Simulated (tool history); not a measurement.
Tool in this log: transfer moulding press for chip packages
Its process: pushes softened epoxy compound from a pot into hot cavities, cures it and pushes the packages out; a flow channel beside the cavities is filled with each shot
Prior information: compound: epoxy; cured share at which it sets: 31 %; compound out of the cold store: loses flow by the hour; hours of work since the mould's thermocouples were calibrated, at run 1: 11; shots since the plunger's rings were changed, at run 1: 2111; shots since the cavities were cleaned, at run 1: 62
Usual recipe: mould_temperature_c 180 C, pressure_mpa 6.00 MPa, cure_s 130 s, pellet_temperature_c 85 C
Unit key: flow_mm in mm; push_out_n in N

run	hour	mould_temperature_c	pressure_mpa	cure_s	pellet_temperature_c	hours of work since the mould's thermocouples were calibrated	shots since the plunger's rings were changed	shots since the cavities were cleaned	incoming compound's hours out of the cold store	flow_mm	push_out_n
1	0.0	180	6.00	130	85	11	2111	62	40.7	732	217
2	28.5	180	6.02	130	85	30	2395	346	38.9	744	215
3	54.6	180	6.00	130	85	46	2654	605	40.0	739	214
4	67.6	180	6.00	130	85	55	2783	734	9.1	872	219
5	84.8	180	6.00	130	85	65	2955	906	30.6	771	219
6	103.5	180	6.00	130	94	77	3140	1091	31.1	771	215
# hour 115.5: cavities cleaned with cleaning compound and waxed
# hour 120.0: plunger's sealing rings changed
7	121.5	180	6.00	130	94	86	15	34	13.8	850	209
8	149.7	180	6.00	130	85	104	296	315	14.7	848	226
9	165.3	180	6.00	130	85	114	451	470	29.9	778	219
10	183.8	180	6.00	130	85	126	636	655	19.0	827	219
11	212.5	180	6.00	130	85	144	921	940	19.3	830	218
12	234.6	173	6.00	130	85	158	1141	1160	43.5	745	283
# hour 238.5: cavities cleaned with cleaning compound and waxed
13	249.5	173	6.00	130	94	167	1274	109	47.2	727	265
14	267.2	173	6.00	130	94	178	1450	285	26.9	810	290
15	282.7	180	6.00	130	85	188	1604	439	46.9	711	205
16	313.2	180	4.71	127	82	208	1907	742	33.0	679	217
17	332.0	181	4.71	148	82	220	2095	930	27.6	696	208
18	348.7	182	5.06	155	82	230	2261	1096	24.8	735	198
# hour 361.0: cavities cleaned with cleaning compound and waxed
19	367.5	180	6.13	112	85	241	2432	64	21.3	824	261
20	392.3	177	6.20	153	77	257	2680	312	27.4	817	204
21	420.2	177	6.20	153	77	275	2957	589	24.8	827	206
22	445.5	185	5.93	169	77	291	3208	840	35.3	737	180
# hour 454.7: plunger's sealing rings changed
23	466.5	172	5.93	126	77	303	118	1025	31.8	794	314
# hour 485.1: cavities cleaned with cleaning compound and waxed
24	493.3	185	5.65	130	77	319	369	81	21.0	784	207
25	522.5	185	5.65	130	77	338	659	371	33.7	729	209
26	548.8	185	5.65	130	77	354	921	633	9.5	829	201
27	566.2	185	5.65	130	77	365	1094	806	17.8	792	204
28	581.6	185	5.65	130	77	375	1248	960	8.8	834	203
# hour 606.1: cavities cleaned with cleaning compound and waxed
29	610.4	181	7.40	156	76	393	1519	43	18.6	920	194

Branching from run 29: 3 alternative next runs. What would each branch give?
A	639.8	185	4.66	145	76	411	1811	335	31.4	?	?
B	639.8	174	6.86	124	76	411	1811	335	19.8	?	?
C	639.8	185	6.47	167	76	411	1811	335	11.4	?	?

run	flow_mm	push_out_n
A	673	192
B	898	312
C	881	187
Had the tool no hidden state, the same runs would have come out as:
run	flow_mm	push_out_n
A	674	190
B	898	309
C	881	185
